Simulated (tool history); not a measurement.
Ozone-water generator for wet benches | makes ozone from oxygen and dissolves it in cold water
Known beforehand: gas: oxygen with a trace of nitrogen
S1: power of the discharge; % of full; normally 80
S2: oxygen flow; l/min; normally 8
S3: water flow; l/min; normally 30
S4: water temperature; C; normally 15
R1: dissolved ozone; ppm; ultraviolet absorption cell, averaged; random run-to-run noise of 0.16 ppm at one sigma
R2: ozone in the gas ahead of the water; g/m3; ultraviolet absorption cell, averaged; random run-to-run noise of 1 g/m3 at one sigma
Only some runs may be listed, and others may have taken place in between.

run	day	S1	S2	S3	S4	R1	R2
1	0	80	8	30	15	20.2	171.9
2	5.883	80	8	30	15	20.3	170.9
3	12.188	80	8	30	15	20.4	172.7
4	16.412	80	8	30	14	20.8	171.9
5	19.629	80	8	30	14	20.5	172.8
6	22.617	73	4.76	21	14	25.2	217.5
7	26.217	80	8	30	17	19.7	173.8
8	31.729	64	9.09	21	16	21.9	140.1
# day 33.133: contactor cleaned
9	36.975	63	8	30	15	17.4	148.9

For run 10, what comes out?
10	41.529	80	8	30	15	?	?

Run 10 gave R1 20.6 ppm, R2 173.3 g/m3.
Minus the tool's unlogged condition, the same run would have read R1 20.6 ppm, R2 172.2 g/m3.

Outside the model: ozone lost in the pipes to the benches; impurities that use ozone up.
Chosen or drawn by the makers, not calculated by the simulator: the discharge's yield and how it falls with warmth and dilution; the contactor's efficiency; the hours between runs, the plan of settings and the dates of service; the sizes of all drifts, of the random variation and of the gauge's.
